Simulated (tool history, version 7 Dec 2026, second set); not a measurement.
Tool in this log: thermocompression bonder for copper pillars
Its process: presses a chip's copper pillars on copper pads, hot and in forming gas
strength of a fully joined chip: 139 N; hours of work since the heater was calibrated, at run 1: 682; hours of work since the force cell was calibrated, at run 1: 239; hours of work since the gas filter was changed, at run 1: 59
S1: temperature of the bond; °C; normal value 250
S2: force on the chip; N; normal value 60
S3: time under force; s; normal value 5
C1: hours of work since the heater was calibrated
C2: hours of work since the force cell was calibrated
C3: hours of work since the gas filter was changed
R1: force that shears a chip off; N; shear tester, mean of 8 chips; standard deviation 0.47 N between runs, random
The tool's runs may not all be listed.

Run 1, hour 0.0: usual settings; C1 682; C2 239; C3 59. Result: R1 107.5 N.
Run 2, hour 26.3: usual settings but S1 255 °C; C1 699; C2 256; C3 76. Result: R1 112.6 N.
Run 3, hour 43.0: usual settings; C1 709; C2 267; C3 87. Result: R1 106.4 N.
Run 4, hour 62.7: usual settings; C1 722; C2 279; C3 100. Result: R1 106.9 N.
Run 5, hour 98.3: usual settings; C1 745; C2 302; C3 123. Result: R1 106.5 N.
Run 6, hour 120.4: usual settings; C1 759; C2 317; C3 137. Result: R1 106.7 N.
Run 7, hour 143.4: usual settings; C1 774; C2 331; C3 152. Result: R1 106.6 N.
Run 8, hour 159.9: usual settings but S1 234 °C; C1 785; C2 342; C3 162. Result: R1 89.0 N.
Run 9, hour 191.5: usual settings; C1 805; C2 362; C3 183. Result: R1 105.8 N.
Run 10, hour 222.4: usual settings; C1 825; C2 382; C3 203. Result: R1 106.1 N.
Run 11, hour 246.7: usual settings; C1 841; C2 398; C3 218. Result: R1 106.8 N.
Run 12, hour 270.9: usual settings but S1 224 °C, S2 53 N, S3 11 s; C1 856; C2 414; C3 234. Result: R1 92.9 N.
Run 13, hour 295.2: usual settings but S1 224 °C, S2 53 N, S3 11 s; C1 872; C2 429; C3 249. Result: R1 92.1 N.
Run 14, hour 316.5: usual settings but S1 258 °C, S3 13 s; C1 886; C2 443; C3 263. Result: R1 126.7 N.
Run 15, hour 347.0: usual settings but S1 231 °C; C1 905; C2 463; C3 283. Result: R1 85.5 N.
Run 16, hour 371.4: usual settings but S1 231 °C; C1 921; C2 478; C3 299. Result: R1 85.9 N.
Run 17, hour 390.9: usual settings but S2 44 N, S3 10 s; C1 934; C2 491; C3 311. Result: R1 110.7 N.

Estimate the outcome of run 18 from the log above:
Run 18, hour 423.7: usual settings but S1 229 °C, S2 48 N, S3 9 s; C1 955; C2 512; C3 332. Result: R1 ?.

R1: 88.0 N
On a tool with no hidden condition, and with the same random variation, this run would have come out at R1 83.1 N.

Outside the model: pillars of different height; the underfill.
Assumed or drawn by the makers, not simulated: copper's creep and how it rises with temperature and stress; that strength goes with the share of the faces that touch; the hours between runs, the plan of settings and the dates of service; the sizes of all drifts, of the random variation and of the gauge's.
